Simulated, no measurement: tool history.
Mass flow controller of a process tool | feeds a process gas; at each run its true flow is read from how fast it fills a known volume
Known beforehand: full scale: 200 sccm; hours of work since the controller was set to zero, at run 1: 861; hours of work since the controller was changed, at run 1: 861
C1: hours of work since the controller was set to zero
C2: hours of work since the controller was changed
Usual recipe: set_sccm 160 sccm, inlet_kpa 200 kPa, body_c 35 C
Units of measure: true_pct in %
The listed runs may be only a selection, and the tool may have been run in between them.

{"run": 1, "day": 0.0, "set_sccm": 160, "inlet_kpa": 200, "body_c": 35, "C1": 861, "C2": 861, "true_pct": 100.2}
{"run": 2, "day": 2.838, "set_sccm": 160, "inlet_kpa": 200, "body_c": 35, "C1": 882, "C2": 882, "true_pct": 100.18}
{"run": 3, "day": 5.342, "set_sccm": 160, "inlet_kpa": 200, "body_c": 35, "C1": 901, "C2": 901, "true_pct": 100.05}
{"run": 4, "day": 7.7, "set_sccm": 160, "inlet_kpa": 200, "body_c": 28, "C1": 918, "C2": 918, "true_pct": 99.95}
{"run": 5, "day": 10.462, "set_sccm": 160, "inlet_kpa": 200, "body_c": 28, "C1": 939, "C2": 939, "true_pct": 99.96}
{"run": 6, "day": 12.625, "set_sccm": 160, "inlet_kpa": 200, "body_c": 28, "C1": 955, "C2": 955, "true_pct": 99.93}
{"run": 7, "day": 14.892, "set_sccm": 160, "inlet_kpa": 200, "body_c": 35, "C1": 972, "C2": 972, "true_pct": 100.14}
{"run": 8, "day": 17.7, "set_sccm": 160, "inlet_kpa": 200, "body_c": 35, "C1": 993, "C2": 993, "true_pct": 100.07}
{"run": 9, "day": 19.592, "set_sccm": 160, "inlet_kpa": 200, "body_c": 35, "C1": 1007, "C2": 1007, "true_pct": 100.12}
{"run": 10, "day": 22.9, "set_sccm": 160, "inlet_kpa": 200, "body_c": 35, "C1": 1032, "C2": 1032, "true_pct": 100.15}
{"run": 11, "day": 26.542, "set_sccm": 160, "inlet_kpa": 200, "body_c": 35, "C1": 1059, "C2": 1059, "true_pct": 100.16}
{"run": 12, "day": 30.538, "set_sccm": 160, "inlet_kpa": 200, "body_c": 35, "C1": 1089, "C2": 1089, "true_pct": 100.14}
{"run": 13, "day": 33.275, "set_sccm": 160, "inlet_kpa": 214, "body_c": 35, "C1": 1109, "C2": 1109, "true_pct": 99.95}
{"run": 14, "day": 37.117, "set_sccm": 160, "inlet_kpa": 214, "body_c": 35, "C1": 1138, "C2": 1138, "true_pct": 100.04}
{"run": 15, "day": 41.158, "set_sccm": 160, "inlet_kpa": 214, "body_c": 35, "C1": 1168, "C2": 1168, "true_pct": 100.02}
{"run": 16, "day": 43.3, "set_sccm": 160, "inlet_kpa": 201, "body_c": 35, "C1": 1184, "C2": 1184, "true_pct": 100.16}
{"day": 43.492, "done": "controller's zero set anew"}
{"run": 17, "day": 45.75, "set_sccm": 160, "inlet_kpa": 201, "body_c": 35, "C1": 17, "C2": 1202, "true_pct": 99.96}
{"run": 18, "day": 49.492, "set_sccm": 160, "inlet_kpa": 201, "body_c": 35, "C1": 45, "C2": 1230, "true_pct": 99.94}
{"run": 19, "day": 51.338, "set_sccm": 34, "inlet_kpa": 200, "body_c": 28, "C1": 58, "C2": 1244, "true_pct": 97.86}
{"run": 20, "day": 54.579, "set_sccm": 34, "inlet_kpa": 200, "body_c": 28, "C1": 83, "C2": 1268, "true_pct": 97.76}
{"run": 21, "day": 57.112, "set_sccm": 108, "inlet_kpa": 207, "body_c": 34, "C1": 102, "C2": 1287, "true_pct": 99.71}
{"run": 22, "day": 59.883, "set_sccm": 108, "inlet_kpa": 207, "body_c": 34, "C1": 122, "C2": 1307, "true_pct": 99.6}
{"run": 23, "day": 63.121, "set_sccm": 115, "inlet_kpa": 160, "body_c": 29, "C1": 146, "C2": 1331, "true_pct": 99.74}
{"day": 66.392, "done": "controller's zero set anew, once more"}
{"run": 24, "day": 66.925, "set_sccm": 34, "inlet_kpa": 250, "body_c": 29, "C1": 4, "C2": 1360, "true_pct": 99.51}
{"run": 25, "day": 69.742, "set_sccm": 160, "inlet_kpa": 183, "body_c": 23, "C1": 25, "C2": 1381, "true_pct": 100.23}
{"run": 26, "day": 73.154, "set_sccm": 141, "inlet_kpa": 189, "body_c": 21, "C1": 50, "C2": 1406, "true_pct": 100.02}
{"run": 27, "day": 75.758, "set_sccm": 35, "inlet_kpa": 200, "body_c": 35, "C1": 70, "C2": 1426, "true_pct": 100.08}
{"run": 28, "day": 79.417, "set_sccm": 35, "inlet_kpa": 267, "body_c": 20, "C1": 97, "C2": 1453, "true_pct": 99.06}
{"run": 29, "day": 82.958, "set_sccm": 138, "inlet_kpa": 267, "body_c": 20, "C1": 123, "C2": 1479, "true_pct": 99.6}
{"run": 30, "day": 86.862, "set_sccm": 85, "inlet_kpa": 144, "body_c": 35, "C1": 153, "C2": 1508, "true_pct": 100.62}
{"run": 31, "day": 89.162, "set_sccm": 85, "inlet_kpa": 144, "body_c": 35, "C1": 170, "C2": 1525, "true_pct": 100.62}
{"run": 32, "day": 91.342, "set_sccm": 160, "inlet_kpa": 200, "body_c": 30, "C1": 186, "C2": 1542, "true_pct": 100.37}
{"run": 33, "day": 93.033, "set_sccm": 65, "inlet_kpa": 156, "body_c": 27, "C1": 199, "C2": 1554, "true_pct": 100.16}
{"run": 34, "day": 96.196, "set_sccm": 53, "inlet_kpa": 217, "body_c": 35, "C1": 222, "C2": 1578, "true_pct": 99.81}

Forecast each of these 3 alternatives for the next run:
{"run": "A", "day": 99.383, "set_sccm": 53, "inlet_kpa": 151, "body_c": 35, "C1": 246, "C2": 1602, "true_pct": "?"}
{"run": "B", "day": 99.383, "set_sccm": 98, "inlet_kpa": 151, "body_c": 26, "C1": 246, "C2": 1602, "true_pct": "?"}
{"run": "C", "day": 99.383, "set_sccm": 98, "inlet_kpa": 144, "body_c": 22, "C1": 246, "C2": 1602, "true_pct": "?"}

run=A true_pct=100.28
run=B true_pct=100.49
run=C true_pct=100.26
Stripped of hidden state, with their random variation kept, the same runs would have yielded:
run=A true_pct=100.08
run=B true_pct=100.19
run=C true_pct=99.95

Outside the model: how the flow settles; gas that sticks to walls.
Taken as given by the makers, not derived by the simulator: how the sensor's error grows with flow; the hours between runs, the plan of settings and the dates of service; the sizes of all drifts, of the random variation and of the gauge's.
